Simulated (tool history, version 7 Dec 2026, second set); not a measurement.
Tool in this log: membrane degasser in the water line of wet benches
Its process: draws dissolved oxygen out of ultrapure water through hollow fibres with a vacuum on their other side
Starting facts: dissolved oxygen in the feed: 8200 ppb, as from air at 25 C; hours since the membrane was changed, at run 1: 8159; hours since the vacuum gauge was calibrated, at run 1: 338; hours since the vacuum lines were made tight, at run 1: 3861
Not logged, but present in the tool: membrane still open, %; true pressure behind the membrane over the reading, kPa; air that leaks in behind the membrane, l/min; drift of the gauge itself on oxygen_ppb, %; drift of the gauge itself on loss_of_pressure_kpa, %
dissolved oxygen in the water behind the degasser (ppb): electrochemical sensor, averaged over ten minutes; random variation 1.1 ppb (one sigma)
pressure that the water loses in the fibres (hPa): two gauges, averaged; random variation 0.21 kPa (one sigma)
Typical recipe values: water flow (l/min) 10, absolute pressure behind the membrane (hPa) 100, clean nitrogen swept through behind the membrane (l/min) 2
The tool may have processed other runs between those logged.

run,day,water flow (l/min),absolute pressure behind the membrane (hPa),clean nitrogen swept through behind the membrane (l/min),hours since the membrane was changed,hours since the vacuum gauge was calibrated,hours since the vacuum lines were made tight,dissolved oxygen in the water behind the degasser (ppb),pressure that the water loses in the fibres (hPa)
1,0,10,100,2,8159,338,3861,108.8,492.9
2,11.254,10,100,2.25,8429,608,4131,102.7,496.1
3,22.879,10,100,2,8708,887,4410,111.7,496.4
4,32.033,10,217,2,8928,1106,4630,254.3,493.5
5,44.796,10,217,2,9234,1413,4936,255.8,496.7
6,53.8,10,217,2,9451,1629,5152,259.1,494.7
7,65.296,10,217,2,9726,1905,5428,254.4,496.2
8,71.675,10,217,2,9880,2058,5581,257.6,500.4
9,78.979,10,217,2,10055,2233,5757,259.8,497.4
10,91.35,10,217,2,10352,2530,6053,258.9,500.8
11,102.042,10,141,2,10608,2787,6310,164,498.4
12,115.117,10,100,2,10922,3101,6624,115.8,501.2
13,121.55,10,100,2,11077,3255,6778,116.1,506.5
14,133.096,10,100,2,11354,3532,7055,113.6,492.5
15,138.783,10,100,2,11490,3668,7192,117.2,500.3
16,152.033,11,164,2,11808,3986,7510,223.5,551.2
17,157.938,9,100,1.41,11950,4128,7652,130.1,455.5
18,165.138,9,100,1.41,12123,4301,7824,129.8,453.7
# day 178.404: seals of the vacuum lines changed
19,178.842,7,125,3.17,12450,4628,10,56.6,352.4
20,186.829,7,125,3.17,12641,4820,202,57.7,355.5
21,193.804,7,125,3.17,12809,4987,370,57.9,352.1
22,205.708,10,154,3.31,13094,5273,655,122.7,505.6
23,211.246,10,230,3.31,13227,5406,788,173.4,509.5
24,218.012,11,242,1.39,13390,5568,951,431.1,557.4
25,225.233,10,60,1.53,13563,5741,1124,76.2,506.3
26,235.833,8,159,1.27,13817,5996,1378,202.3,410.6

Each row is a separate what-if for the run after 26, all from the same tool condition, not one after another. Results?
A,246.608,16,168,1.27,14076,6254,1637,?,?
B,246.608,6,209,2,14076,6254,1637,?,?
C,246.608,7,159,1.27,14076,6254,1637,?,?

run,dissolved oxygen in the water behind the degasser (ppb),pressure that the water loses in the fibres (hPa)
A,533,815.1
B,137.5,305.1
C,177,357.1
The same runs, with their run-to-run variation unchanged, on a tool lacking any hidden condition would have given:
run,dissolved oxygen in the water behind the degasser (ppb),pressure that the water loses in the fibres (hPa)
A,489.8,756.1
B,131.8,282.9
C,169.7,331.3

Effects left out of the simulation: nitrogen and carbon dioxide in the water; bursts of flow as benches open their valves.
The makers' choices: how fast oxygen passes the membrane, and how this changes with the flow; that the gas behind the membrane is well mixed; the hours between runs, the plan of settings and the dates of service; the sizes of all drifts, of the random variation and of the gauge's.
